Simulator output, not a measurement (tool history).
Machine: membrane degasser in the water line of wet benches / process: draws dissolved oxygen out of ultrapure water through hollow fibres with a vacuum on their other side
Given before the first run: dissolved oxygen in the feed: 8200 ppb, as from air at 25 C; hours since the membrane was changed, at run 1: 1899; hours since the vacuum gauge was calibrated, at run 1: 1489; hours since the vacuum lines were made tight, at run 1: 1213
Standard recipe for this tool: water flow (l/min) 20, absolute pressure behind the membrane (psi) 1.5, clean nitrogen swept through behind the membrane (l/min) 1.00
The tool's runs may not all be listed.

run,hour,water flow (l/min),absolute pressure behind the membrane (psi),clean nitrogen swept through behind the membrane (l/min),hours since the membrane was changed,hours since the vacuum gauge was calibrated,hours since the vacuum lines were made tight,dissolved oxygen in the water behind the degasser (ppb),pressure that the water loses in the fibres (psi)
1,0.0,20,1.5,1.00,1899,1489,1213,306.8,4.450
2,37.1,20,1.5,1.00,1936,1526,1250,304.5,4.522
3,101.6,20,1.5,0.83,2001,1590,1314,362.1,4.457
4,139.2,20,1.5,1.00,2038,1628,1352,307.9,4.498
5,202.8,20,1.5,1.00,2102,1691,1416,305.7,4.492
6,267.6,20,1.5,1.00,2167,1756,1480,310.0,4.489
7,337.2,20,1.5,1.00,2236,1826,1550,300.8,4.492
8,411.4,20,1.5,1.00,2311,1900,1624,302.2,4.522

What will run 9 give?
# hour 419.3: vacuum gauge calibrated
9,453.8,15,1.5,1.00,2352,35,1666,?,?

Run 9 gave dissolved oxygen in the water behind the degasser (ppb) 238.0, pressure that the water loses in the fibres (psi) 3.342.
Without the tool's hidden state the same run would have given dissolved oxygen in the water behind the degasser (ppb) 231.6, pressure that the water loses in the fibres (psi) 3.275.
